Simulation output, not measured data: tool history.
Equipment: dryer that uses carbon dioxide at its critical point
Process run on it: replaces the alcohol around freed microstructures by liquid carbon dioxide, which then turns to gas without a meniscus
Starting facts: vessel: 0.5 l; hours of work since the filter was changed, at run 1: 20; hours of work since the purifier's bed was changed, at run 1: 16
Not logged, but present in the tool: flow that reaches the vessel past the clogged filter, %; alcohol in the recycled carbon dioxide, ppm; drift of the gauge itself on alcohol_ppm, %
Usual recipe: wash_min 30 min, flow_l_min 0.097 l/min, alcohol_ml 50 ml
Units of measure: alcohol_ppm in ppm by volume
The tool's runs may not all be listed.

run	hour	wash_min	flow_l_min	alcohol_ml	hours of work since the filter was changed	hours of work since the purifier's bed was changed	alcohol_ppm
1	0	30	0.097	50	20	16	863
2	4.6	30	0.097	50	22	18	825
3	12.8	30	0.097	50	24	20	856
4	20.9	30	0.097	50	27	23	861
5	26.1	30	0.0583	50	28	24	6361
6	34.2	30	0.0583	50	31	27	6390
7	42.1	30	0.097	50	33	29	869
8	49.5	30	0.097	50	36	32	888
9	54.2	30	0.097	50	37	33	881
10	63.5	30	0.097	50	40	36	906
11	67.4	30	0.097	23	41	37	421
12	71.6	30	0.097	23	43	39	412
13	80.8	30	0.097	23	46	42	408
14	86.8	30	0.097	23	48	44	420
15	93.3	30	0.097	23	50	46	404
16	99	30	0.097	23	51	47	440
17	107.3	30	0.097	23	54	50	440
18	113.5	37	0.0643	43	56	52	2101
19	117.9	37	0.0837	24	57	53	354
20	126.2	19	0.0837	24	60	56	3819
21	134.8	43	0.1388	25	63	59	21
22	139.1	43	0.1388	25	64	60	29
23	147.7	33	0.1235	50	67	63	146
24	151.9	47	0.1004	58	68	64	81
25	159.3	38	0.097	43	71	67	245
26	165.5	38	0.097	43	72	68	255
27	173.6	38	0.097	43	75	71	245
28	179.3	38	0.0622	93	77	73	4641
29	186	38	0.0622	93	79	75	4772
30	192.4	27	0.1551	80	81	77	169
31	197.8	27	0.1551	80	83	79	180
32	206.8	21	0.097	50	86	82	3772
33	213	30	0.0798	42	88	84	1950
34	221.1	30	0.0798	42	90	86	1955

Branching from run 34: 3 alternative next runs. What would each branch give?
A	226.4	20	0.0798	33	92	88	?
B	226.4	25	0.0798	42	92	88	?
C	226.4	22	0.0682	50	92	88	?

run	alcohol_ppm
A	5409
B	3679
C	9807
Had the tool no hidden state, the same runs would have come out as:
run	alcohol_ppm
A	4893
B	3243
C	8951

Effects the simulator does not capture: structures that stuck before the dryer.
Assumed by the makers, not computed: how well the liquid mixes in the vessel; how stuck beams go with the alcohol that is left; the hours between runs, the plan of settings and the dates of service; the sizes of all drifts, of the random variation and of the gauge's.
